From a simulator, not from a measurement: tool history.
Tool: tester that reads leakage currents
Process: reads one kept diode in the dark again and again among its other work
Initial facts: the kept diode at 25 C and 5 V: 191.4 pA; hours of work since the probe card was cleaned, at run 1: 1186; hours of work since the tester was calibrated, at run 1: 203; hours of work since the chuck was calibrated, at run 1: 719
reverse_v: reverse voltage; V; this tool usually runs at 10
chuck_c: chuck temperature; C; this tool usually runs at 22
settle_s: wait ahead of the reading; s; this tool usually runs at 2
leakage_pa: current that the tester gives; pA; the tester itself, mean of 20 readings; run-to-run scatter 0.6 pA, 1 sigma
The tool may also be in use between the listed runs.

run   hour  reverse_v  chuck_c  settle_s  hours of work since the probe card was cleaned  hours of work since the tester was calibrated  hours of work since the chuck was calibrated  leakage_pa
  1      0         10       22         2                                            1186                                            203                                           719       197.8
  2   14.2         10       22         2                                            1194                                            212                                           728      197.55
  3   41.2         10       22         2                                            1210                                            228                                           743      197.95
  4     68         10       22         2                                            1226                                            243                                           759      197.21
  5   83.9         10       22         2                                            1235                                            253                                           768       196.9
  6  114.7         10       22         2                                            1253                                            271                                           787      196.85
  7  136.9         10       22         2                                            1266                                            284                                           800      197.34
  8  162.7         10       22      1.07                                            1282                                            299                                           815      199.21
  9  175.8         10       26      6.13                                            1289                                            307                                           823      282.57
 10  191.5          8       22      2.89                                            1298                                            316                                           832      175.86
 11  214.2       15.7       22      9.23                                            1312                                            329                                           845      243.38
 12  243.5       15.7       22      8.14                                            1329                                            347                                           862      242.23
 13  274.3       19.2       22       2.6                                            1347                                            365                                           881      270.34
 14  300.6       19.2       22      0.68                                            1363                                            380                                           896      278.22
 15  317.5        7.6       22      1.19                                            1373                                            390                                           906      171.76

Below, some changes in leakage_pa between adjacent runs. For each, the amount present without the hidden state too (settings, incoming material, random variation) and the amount remaining for the hidden state with gauge scatter not shared by both compared results:
The tool's hidden condition here consists of: stray current of the dirty probe card, pA a volt; current scale over the true one, %; true chuck temperature over the reading, C; drift of the gauge itself on leakage_pa, %.
Run 8 -> 9: chuck_c 22 -> 26, settle_s 1.07 -> 6.13. leakage_pa +83.36 pA: hidden state -4.98, all else +88.34.
Run 9 -> 10: reverse_v 10 -> 8, chuck_c 26 -> 22, settle_s 6.13 -> 2.89. leakage_pa -106.71 pA: hidden state +4.19, all else -110.9.
